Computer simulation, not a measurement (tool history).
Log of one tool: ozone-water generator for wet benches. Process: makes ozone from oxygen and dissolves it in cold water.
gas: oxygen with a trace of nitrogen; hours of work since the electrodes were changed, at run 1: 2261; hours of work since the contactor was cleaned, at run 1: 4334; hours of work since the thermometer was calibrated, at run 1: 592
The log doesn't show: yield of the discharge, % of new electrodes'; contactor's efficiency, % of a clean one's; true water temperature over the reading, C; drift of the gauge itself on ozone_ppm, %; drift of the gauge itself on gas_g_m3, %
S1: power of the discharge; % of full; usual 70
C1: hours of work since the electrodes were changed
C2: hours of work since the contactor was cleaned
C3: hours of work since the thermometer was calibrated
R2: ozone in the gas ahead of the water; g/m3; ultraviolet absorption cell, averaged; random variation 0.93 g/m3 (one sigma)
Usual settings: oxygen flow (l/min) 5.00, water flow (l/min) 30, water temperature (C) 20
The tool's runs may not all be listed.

{"run": 1, "day": 0.0, "S1": 70, "oxygen flow (l/min)": 5.0, "water flow (l/min)": 30, "water temperature (C)": 20, "C1": 2261, "C2": 4334, "C3": 592, "dissolved ozone (ppm)": 9.4, "R2": 157.1}
{"run": 2, "day": 5.821, "S1": 70, "oxygen flow (l/min)": 7.25, "water flow (l/min)": 30, "water temperature (C)": 20, "C1": 2391, "C2": 4464, "C3": 722, "dissolved ozone (ppm)": 10.2, "R2": 135.6}
{"run": 3, "day": 11.617, "S1": 70, "oxygen flow (l/min)": 5.0, "water flow (l/min)": 30, "water temperature (C)": 16, "C1": 2521, "C2": 4594, "C3": 852, "dissolved ozone (ppm)": 10.1, "R2": 157.7}
{"run": 4, "day": 17.533, "S1": 70, "oxygen flow (l/min)": 5.0, "water flow (l/min)": 30, "water temperature (C)": 25, "C1": 2654, "C2": 4727, "C3": 984, "dissolved ozone (ppm)": 9.1, "R2": 157.2}
{"run": 5, "day": 22.85, "S1": 70, "oxygen flow (l/min)": 5.0, "water flow (l/min)": 18, "water temperature (C)": 20, "C1": 2773, "C2": 4846, "C3": 1103, "dissolved ozone (ppm)": 15.0, "R2": 158.4}
{"run": 6, "day": 25.812, "S1": 70, "oxygen flow (l/min)": 5.0, "water flow (l/min)": 18, "water temperature (C)": 20, "C1": 2839, "C2": 4912, "C3": 1169, "dissolved ozone (ppm)": 15.0, "R2": 157.1}
{"run": 7, "day": 30.883, "S1": 70, "oxygen flow (l/min)": 5.0, "water flow (l/min)": 18, "water temperature (C)": 20, "C1": 2952, "C2": 5025, "C3": 1283, "dissolved ozone (ppm)": 15.0, "R2": 157.7}
{"run": 8, "day": 36.838, "S1": 70, "oxygen flow (l/min)": 5.0, "water flow (l/min)": 18, "water temperature (C)": 20, "C1": 3086, "C2": 5159, "C3": 1416, "dissolved ozone (ppm)": 15.1, "R2": 154.6}
{"run": 9, "day": 39.892, "S1": 70, "oxygen flow (l/min)": 5.0, "water flow (l/min)": 18, "water temperature (C)": 20, "C1": 3154, "C2": 5227, "C3": 1485, "dissolved ozone (ppm)": 15.1, "R2": 156.6}
{"run": 10, "day": 43.108, "S1": 70, "oxygen flow (l/min)": 5.0, "water flow (l/min)": 18, "water temperature (C)": 20, "C1": 3226, "C2": 5299, "C3": 1557, "dissolved ozone (ppm)": 15.1, "R2": 155.1}
{"run": 11, "day": 47.062, "S1": 70, "oxygen flow (l/min)": 5.0, "water flow (l/min)": 18, "water temperature (C)": 20, "C1": 3315, "C2": 5388, "C3": 1645, "dissolved ozone (ppm)": 15.1, "R2": 157.4}
{"run": 12, "day": 53.258, "S1": 70, "oxygen flow (l/min)": 4.2, "water flow (l/min)": 30, "water temperature (C)": 20, "C1": 3453, "C2": 5526, "C3": 1784, "dissolved ozone (ppm)": 9.0, "R2": 169.7}
{"run": 13, "day": 58.558, "S1": 70, "oxygen flow (l/min)": 5.0, "water flow (l/min)": 30, "water temperature (C)": 20, "C1": 3572, "C2": 5645, "C3": 1903, "dissolved ozone (ppm)": 9.4, "R2": 156.7}
{"run": 14, "day": 61.133, "S1": 70, "oxygen flow (l/min)": 5.0, "water flow (l/min)": 30, "water temperature (C)": 20, "C1": 3630, "C2": 5703, "C3": 1960, "dissolved ozone (ppm)": 9.5, "R2": 154.9}
{"run": 15, "day": 64.612, "S1": 70, "oxygen flow (l/min)": 5.0, "water flow (l/min)": 30, "water temperature (C)": 20, "C1": 3708, "C2": 5780, "C3": 2038, "dissolved ozone (ppm)": 9.7, "R2": 157.0}
{"run": 16, "day": 67.779, "S1": 70, "oxygen flow (l/min)": 5.0, "water flow (l/min)": 30, "water temperature (C)": 20, "C1": 3778, "C2": 5851, "C3": 2109, "dissolved ozone (ppm)": 9.4, "R2": 156.1}
{"run": 17, "day": 71.979, "S1": 70, "oxygen flow (l/min)": 5.0, "water flow (l/min)": 30, "water temperature (C)": 20, "C1": 3872, "C2": 5945, "C3": 2203, "dissolved ozone (ppm)": 9.5, "R2": 156.0}
{"run": 18, "day": 74.554, "S1": 55, "oxygen flow (l/min)": 5.0, "water flow (l/min)": 28, "water temperature (C)": 17, "C1": 3930, "C2": 6003, "C3": 2261, "dissolved ozone (ppm)": 8.4, "R2": 125.9}
{"run": 19, "day": 80.562, "S1": 87, "oxygen flow (l/min)": 5.0, "water flow (l/min)": 28, "water temperature (C)": 14, "C1": 4065, "C2": 6137, "C3": 2395, "dissolved ozone (ppm)": 13.4, "R2": 191.2}
{"run": 20, "day": 85.058, "S1": 87, "oxygen flow (l/min)": 5.0, "water flow (l/min)": 28, "water temperature (C)": 14, "C1": 4165, "C2": 6238, "C3": 2496, "dissolved ozone (ppm)": 13.3, "R2": 193.3}
{"run": 21, "day": 90.483, "S1": 47, "oxygen flow (l/min)": 3.08, "water flow (l/min)": 27, "water temperature (C)": 27, "C1": 4287, "C2": 6360, "C3": 2617, "dissolved ozone (ppm)": 6.0, "R2": 130.3}
{"day": 95.458, "done": "contactor cleaned"}
{"run": 22, "day": 96.621, "S1": 72, "oxygen flow (l/min)": 3.08, "water flow (l/min)": 40, "water temperature (C)": 27, "C1": 4420, "C2": 26, "C3": 2751, "dissolved ozone (ppm)": 5.8, "R2": 196.5}
{"run": 23, "day": 101.667, "S1": 60, "oxygen flow (l/min)": 7.18, "water flow (l/min)": 26, "water temperature (C)": 24, "C1": 4533, "C2": 139, "C3": 2864, "dissolved ozone (ppm)": 9.6, "R2": 118.4}
{"run": 24, "day": 105.408, "S1": 60, "oxygen flow (l/min)": 8.97, "water flow (l/min)": 26, "water temperature (C)": 16, "C1": 4617, "C2": 223, "C3": 2948, "dissolved ozone (ppm)": 10.9, "R2": 108.5}
{"run": 25, "day": 108.712, "S1": 41, "oxygen flow (l/min)": 5.0, "water flow (l/min)": 43, "water temperature (C)": 20, "C1": 4691, "C2": 297, "C3": 3022, "dissolved ozone (ppm)": 4.2, "R2": 96.7}
{"run": 26, "day": 114.958, "S1": 88, "oxygen flow (l/min)": 7.55, "water flow (l/min)": 20, "water temperature (C)": 19, "C1": 4831, "C2": 437, "C3": 3161, "dissolved ozone (ppm)": 18.0, "R2": 165.7}
{"run": 27, "day": 118.938, "S1": 70, "oxygen flow (l/min)": 5.0, "water flow (l/min)": 35, "water temperature (C)": 20, "C1": 4920, "C2": 526, "C3": 3250, "dissolved ozone (ppm)": 8.3, "R2": 157.0}
{"run": 28, "day": 124.65, "S1": 70, "oxygen flow (l/min)": 5.0, "water flow (l/min)": 35, "water temperature (C)": 20, "C1": 5048, "C2": 654, "C3": 3378, "dissolved ozone (ppm)": 8.1, "R2": 157.1}
{"run": 29, "day": 127.721, "S1": 70, "oxygen flow (l/min)": 6.82, "water flow (l/min)": 19, "water temperature (C)": 20, "C1": 5117, "C2": 722, "C3": 3447, "dissolved ozone (ppm)": 14.9, "R2": 140.3}

Forecast run 30:
{"run": 30, "day": 133.433, "S1": 70, "oxygen flow (l/min)": 6.88, "water flow (l/min)": 19, "water temperature (C)": 25, "C1": 5244, "C2": 850, "C3": 3575, "dissolved ozone (ppm)": "?", "R2": "?"}

Run 30 gave dissolved ozone (ppm) 13.4, R2 137.7 g/m3.
Without the tool's hidden state the same run would have given dissolved ozone (ppm) 13.5, R2 137.8 g/m3.

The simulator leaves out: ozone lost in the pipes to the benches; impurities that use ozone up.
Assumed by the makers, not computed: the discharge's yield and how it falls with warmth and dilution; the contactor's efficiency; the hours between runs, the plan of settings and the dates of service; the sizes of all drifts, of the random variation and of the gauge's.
